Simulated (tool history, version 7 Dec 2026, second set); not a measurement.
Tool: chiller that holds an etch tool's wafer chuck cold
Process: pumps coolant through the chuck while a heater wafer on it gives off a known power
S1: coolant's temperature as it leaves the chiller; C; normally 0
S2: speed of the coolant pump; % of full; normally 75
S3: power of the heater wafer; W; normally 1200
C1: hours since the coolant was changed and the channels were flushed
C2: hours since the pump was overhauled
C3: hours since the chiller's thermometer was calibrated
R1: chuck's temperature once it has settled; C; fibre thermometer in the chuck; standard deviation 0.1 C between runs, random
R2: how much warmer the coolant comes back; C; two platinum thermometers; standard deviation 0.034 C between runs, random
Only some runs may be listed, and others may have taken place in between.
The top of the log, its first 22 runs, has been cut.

Run 23, day 111.275: usual settings but S2 71 % of full, S3 697 W; C1 8155; C2 9014; C3 521. Result: R1 7.5 C, R2 3.52 C.
At day 113.338: coolant changed, channels flushed.
Run 24, day 114.575: usual settings but S2 71 % of full, S3 697 W; C1 30; C2 9088; C3 594. Result: R1 6.6 C, R2 3.54 C.
Run 25, day 119.508: usual settings but S2 87 % of full, S3 697 W; C1 148; C2 9206; C3 712. Result: R1 5.5 C, R2 2.88 C.
Run 26, day 125.279: usual settings but S1 9 C, S2 65 % of full, S3 1508 W; C1 287; C2 9344; C3 851. Result: R1 24.3 C, R2 8.58 C.
Run 27, day 130.333: usual settings but S1 5 C, S2 65 % of full, S3 1508 W; C1 408; C2 9466; C3 972. Result: R1 20.5 C, R2 8.57 C.
Run 28, day 135.85: usual settings but S1 5 C, S2 65 % of full, S3 1508 W; C1 540; C2 9598; C3 1104. Result: R1 20.4 C, R2 8.59 C.
Run 29, day 142.258: usual settings but S1 5 C, S2 65 % of full, S3 1508 W; C1 694; C2 9752; C3 1258. Result: R1 20.6 C, R2 8.62 C.
Run 30, day 149.058: usual settings but S1 -10 C, S2 83 % of full, S3 882 W; C1 857; C2 9915; C3 1421. Result: R1 -2.5 C, R2 3.84 C.
Run 31, day 152.188: usual settings but S2 79 % of full, S3 1082 W; C1 932; C2 9990; C3 1497. Result: R1 9.6 C, R2 4.98 C.

Each row is a separate what-if for the run after 31, all from the same tool condition, not one after another. Results?
Run A, day 155.379: usual settings but S1 -3 C, S2 84 % of full, S3 809 W; C1 1009; C2 10067; C3 1573. Result: R1 ?, R2 ?.
Run B, day 155.379: usual settings but S2 80 % of full, S3 1082 W; C1 1009; C2 10067; C3 1573. Result: R1 ?, R2 ?.
Run C, day 155.379: usual settings but S2 65 % of full, S3 1082 W; C1 1009; C2 10067; C3 1573. Result: R1 ?, R2 ?.
Run D, day 155.379: usual settings but S2 79 % of full, S3 854 W; C1 1009; C2 10067; C3 1573. Result: R1 ?, R2 ?.
Run E, day 155.379: usual settings but S2 65 % of full, S3 1082 W; C1 1009; C2 10067; C3 1573. Result: R1 ?, R2 ?.

run    R1    R2
  A     4  3.47
  B   9.7  4.92
  C  11.5  6.16
  D   7.6  3.94
  E  11.2  6.18
Without the tool's hidden state the same runs would have given:
run    R1    R2
  A   3.2  3.17
  B   8.8  4.49
  C  10.4  5.63
  D   6.7   3.6
  E    10  5.65
